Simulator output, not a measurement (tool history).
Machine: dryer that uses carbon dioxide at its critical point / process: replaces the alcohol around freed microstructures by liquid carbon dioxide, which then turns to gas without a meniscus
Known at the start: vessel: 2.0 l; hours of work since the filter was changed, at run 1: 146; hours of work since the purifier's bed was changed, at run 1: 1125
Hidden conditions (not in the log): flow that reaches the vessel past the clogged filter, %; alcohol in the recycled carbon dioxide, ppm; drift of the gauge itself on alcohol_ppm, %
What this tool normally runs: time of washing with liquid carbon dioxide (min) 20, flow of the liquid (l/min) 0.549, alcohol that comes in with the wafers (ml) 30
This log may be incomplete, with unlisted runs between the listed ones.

run	day	time of washing with liquid carbon dioxide (min)	flow of the liquid (l/min)	alcohol that comes in with the wafers (ml)	hours of work since the filter was changed	hours of work since the purifier's bed was changed	alcohol left in the vessel before it's heated (ppm by volume)
1	0	20	0.549	30	146	1125	468
2	1.954	20	0.549	30	178	1157	511
# day 3.496: inlet filter changed
3	3.646	19	0.549	30	2	1183	428
4	4.988	19	0.549	30	24	1205	440
5	6.717	20	0.549	30	52	1233	425
6	8.508	20	0.549	30	80	1261	437
7	9.654	20	0.549	30	99	1280	470
8	11.775	20	0.549	30	133	1314	482
# day 12.846: purifier's bed changed
9	13.442	20	0.465	30	158	10	527
10	15.067	20	0.465	30	184	36	564
11	16.154	20	0.465	30	201	53	595
# day 16.304: inlet filter changed
12	17.571	20	0.465	30	20	75	394
13	18.671	20	0.549	30	38	93	214
14	19.588	20	0.549	30	53	108	230
15	20.575	13	0.549	30	69	123	954
16	21.917	20	0.549	39	90	145	324
17	23.054	20	0.549	39	108	163	348
18	25.088	20	0.549	39	141	196	371
19	26.596	17	0.549	39	165	220	706
20	28.467	20	0.549	95	195	250	994
# day 28.958: inlet filter changed
21	30.092	20	0.549	95	18	276	616
22	32.083	20	0.549	95	50	308	692
23	33.046	20	0.421	30	66	323	686
24	34.883	20	0.421	30	95	353	723
25	36.067	13	0.549	60	114	372	2202
26	37.25	13	0.549	61	133	391	2253
27	39.288	22	0.662	77	166	423	255
28	40.746	29	0.639	95	189	447	148
# day 41.708: inlet filter changed
29	42.604	29	0.687	28	14	476	90
30	43.879	20	0.351	38	35	496	1418
31	45.908	20	0.351	38	67	529	1492
32	46.808	20	0.549	39	82	544	385
33	48.275	24	0.929	37	105	567	109
34	49.975	24	0.929	37	133	594	112
35	51.279	12	0.506	55	154	615	3020
36	52.962	12	0.506	55	181	642	3300
# day 54.367: inlet filter changed
37	54.654	17	0.768	30	5	669	189
38	55.975	20	0.811	75	26	690	180
39	57.05	16	0.734	99	43	707	553
40	58.958	22	0.762	30	74	738	155
41	60.554	30	0.514	33	99	764	198
42	61.429	20	0.549	43	113	778	474
43	62.354	20	0.549	43	128	792	483
44	63.758	26	0.803	43	151	815	150
45	65.775	25	0.571	30	183	847	249
# day 67.062: inlet filter changed
46	67.279	25	0.571	30	3	871	209
47	69.392	18	0.525	30	37	905	533

Consider 3 possible next runs. They are alternatives, not a sequence: every one starts from the tool as it was left by run 47. What does each give?
A	71.117	21	0.45	40	65	933	?
B	71.117	20	0.463	30	65	933	?
C	71.117	31	0.714	84	65	933	?

run	alcohol left in the vessel before it's heated (ppm by volume)
A	708
B	592
C	178
Take away the tool's hidden state, keep each run's random variation, and the runs would have read:
run	alcohol left in the vessel before it's heated (ppm by volume)
A	462
B	363
C	12
